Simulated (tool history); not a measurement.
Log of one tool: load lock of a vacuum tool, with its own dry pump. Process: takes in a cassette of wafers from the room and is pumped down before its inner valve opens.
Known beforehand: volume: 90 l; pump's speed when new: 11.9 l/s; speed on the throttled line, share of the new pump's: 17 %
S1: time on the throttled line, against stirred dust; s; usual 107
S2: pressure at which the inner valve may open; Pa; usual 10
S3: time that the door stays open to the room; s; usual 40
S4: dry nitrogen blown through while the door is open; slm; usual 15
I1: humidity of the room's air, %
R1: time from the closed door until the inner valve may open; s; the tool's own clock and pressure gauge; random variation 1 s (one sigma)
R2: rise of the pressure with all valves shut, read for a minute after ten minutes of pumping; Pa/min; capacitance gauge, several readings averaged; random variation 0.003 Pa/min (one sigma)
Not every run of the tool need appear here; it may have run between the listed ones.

run 1 day=0 | S1=107 S2=10 S3=40 S4=15 | I1=45.1 | R1=161.8 R2=0.18
run 2 day=7.029 | S1=107 S2=10 S3=40 S4=15 | I1=46 | R1=159.4 R2=0.189
run 3 day=11.188 | S1=107 S2=10 S3=40 S4=15 | I1=48.7 | R1=161.6 R2=0.183
run 4 day=15.912 | S1=107 S2=10 S3=40 S4=15 | I1=43.4 | R1=160.8 R2=0.198
run 5 day=19.058 | S1=107 S2=10 S3=40 S4=15 | I1=43.6 | R1=162.2 R2=0.199
run 6 day=24.871 | S1=107 S2=10 S3=40 S4=15 | I1=46.7 | R1=161.6 R2=0.21
run 7 day=31.696 | S1=107 S2=10 S3=40 S4=15 | I1=45.7 | R1=161.6 R2=0.216
-- day=34.6 door's seal changed, seat wiped
run 8 day=38.2 | S1=107 S2=10 S3=40 S4=15 | I1=43.8 | R1=161.2 R2=0.019
run 9 day=45.425 | S1=107 S2=10 S3=40 S4=15 | I1=45.9 | R1=161.1 R2=0.025
run 10 day=50.417 | S1=107 S2=10 S3=40 S4=15 | I1=43.8 | R1=160 R2=0.028
run 11 day=53.833 | S1=128 S2=10 S3=40 S4=15 | I1=45.6 | R1=178.5 R2=0.03
run 12 day=57.654 | S1=107 S2=10 S3=40 S4=10 | I1=45.6 | R1=160.9 R2=0.032
run 13 day=63.454 | S1=107 S2=10 S3=40 S4=10 | I1=45.4 | R1=160.9 R2=0.034
run 14 day=70 | S1=107 S2=10 S3=40 S4=10 | I1=44.8 | R1=161.9 R2=0.038
run 15 day=73.971 | S1=86 S2=10 S3=40 S4=15 | I1=46.3 | R1=144.4 R2=0.038
run 16 day=78.208 | S1=86 S2=10 S3=40 S4=15 | I1=47.6 | R1=143.4 R2=0.039
run 17 day=82.842 | S1=79 S2=10 S3=40 S4=15 | I1=43.1 | R1=139.1 R2=0.042
run 18 day=87.45 | S1=88 S2=10 S3=38 S4=7 | I1=46.8 | R1=146.3 R2=0.048
run 19 day=92.65 | S1=88 S2=10 S3=38 S4=7 | I1=44.2 | R1=145.1 R2=0.051
run 20 day=98.471 | S1=88 S2=10 S3=38 S4=7 | I1=45.2 | R1=147.2 R2=0.054
run 21 day=102.546 | S1=113 S2=15 S3=65 S4=19 | I1=45.5 | R1=163.6 R2=0.054
run 22 day=107.517 | S1=65 S2=10 S3=40 S4=15 | I1=45 | R1=128.4 R2=0.045
run 23 day=114.129 | S1=97 S2=10 S3=40 S4=34 | I1=44.3 | R1=154.2 R2=0.045
run 24 day=119.717 | S1=107 S2=10 S3=40 S4=7 | I1=45 | R1=162.2 R2=0.068
run 25 day=126.596 | S1=107 S2=8 S3=61 S4=4 | I1=50.7 | R1=164.2 R2=0.082
run 26 day=133.421 | S1=107 S2=8 S3=61 S4=4 | I1=43.9 | R1=163.4 R2=0.083
run 27 day=138.588 | S1=192 S2=10 S3=40 S4=23 | I1=45.7 | R1=232.6 R2=0.068
run 28 day=144.496 | S1=70 S2=10 S3=36 S4=5 | I1=46 | R1=132.4 R2=0.087
run 29 day=150.171 | S1=111 S2=10 S3=76 S4=15 | I1=45.3 | R1=166.9 R2=0.09
run 30 day=154.858 | S1=111 S2=10 S3=76 S4=15 | I1=45.4 | R1=164.2 R2=0.093
run 31 day=159.188 | S1=107 S2=10 S3=230 S4=10 | I1=49 | R1=161.7 R2=0.148
run 32 day=163.4 | S1=55 S2=18 S3=89 S4=15 | I1=44.3 | R1=115.4 R2=0.101
run 33 day=166.95 | S1=113 S2=8 S3=211 S4=44 | I1=45.3 | R1=172.3 R2=0.11
run 34 day=170.929 | S1=185 S2=10 S3=29 S4=15 | I1=43.1 | R1=227.4 R2=0.09

Forecast each of these 5 alternatives for the next run:
run A day=175.988 | S1=60 S2=9 S3=54 S4=15 | I1=46.8 | R1=? R2=?
run B day=175.988 | S1=107 S2=15 S3=46 S4=15 | I1=43.7 | R1=? R2=?
run C day=175.988 | S1=185 S2=9 S3=106 S4=32 | I1=47.1 | R1=? R2=?
run D day=175.988 | S1=107 S2=12 S3=40 S4=30 | I1=45.9 | R1=? R2=?
run E day=175.988 | S1=185 S2=18 S3=135 S4=15 | I1=46.9 | R1=? R2=?

run=A R1=126.6 R2=0.105
run=B R1=159.7 R2=0.098
run=C R1=228.2 R2=0.105
run=D R1=161.6 R2=0.093
run=E R1=220.3 R2=0.13
Without the tool's unlogged condition, the same runs would have read:
run=A R1=122.5 R2=0.033
run=B R1=156.5 R2=0.026
run=C R1=225.4 R2=0.034
run=D R1=158.1 R2=0.022
run=E R1=218.1 R2=0.059

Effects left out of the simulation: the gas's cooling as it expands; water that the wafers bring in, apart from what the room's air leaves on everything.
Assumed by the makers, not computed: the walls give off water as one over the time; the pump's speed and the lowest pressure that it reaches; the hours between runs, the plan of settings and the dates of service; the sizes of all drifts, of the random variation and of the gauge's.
